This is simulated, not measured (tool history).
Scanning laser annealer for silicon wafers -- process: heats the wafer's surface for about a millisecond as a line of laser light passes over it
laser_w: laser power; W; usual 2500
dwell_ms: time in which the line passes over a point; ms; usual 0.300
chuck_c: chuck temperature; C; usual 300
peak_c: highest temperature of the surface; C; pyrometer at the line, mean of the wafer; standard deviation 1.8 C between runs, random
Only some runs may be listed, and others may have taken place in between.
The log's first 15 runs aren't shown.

run     day  laser_w  dwell_ms  chuck_c  peak_c
 16   5.646     2500     0.304      300    1030
 17   6.196     2500     0.300      300    1024
 18   6.504     2500     0.300      300    1023
 19   6.788     2500     0.322      300    1049
 20   7.188     2500     0.322      300    1048
 21   7.733     2144     0.225      307     836
 22   8.162     2500     0.369      296    1094
 23   8.583     2433     0.300      300     999
 24   8.929     2433     0.300      300     999
 25   9.296     2527     0.303      332    1069
 26   9.850     2527     0.303      332    1069
 27  10.354     2438     0.251      291     940
 28  10.700     2722     0.317      332    1154
 29  11.271     2500     0.306      300    1031
 30  11.754     2624     0.342      340    1157
 31  12.104     2624     0.297      340    1104
 32  12.642     2624     0.297      340    1102
     13.029  -- window over the wafer cleaned
 33  13.079     2624     0.297      340    1118
 34  13.354     2731     0.223      262     975
 35  13.721     2418     0.272      307     982
 36  14.088     2568     0.300      316    1077
 37  14.479     2500     0.294      322    1055
 38  14.758     2500     0.294      322    1051
 39  15.246     2370     0.277      286     951
 40  15.838     2370     0.277      286     952

Branching from run 40: 4 alternative next runs. What would each branch give?
  A  16.150     2370     0.277      340       ?
  B  16.150     2730     0.277      286       ?
  C  16.150     2442     0.249      292       ?
  D  16.150     2500     0.300      326       ?

run  peak_c
  A    1006
  B    1075
  C     948
  D    1062
What these runs would have given with no unlogged condition in the tool:
run  peak_c
  A    1020
  B    1091
  C     962
  D    1078
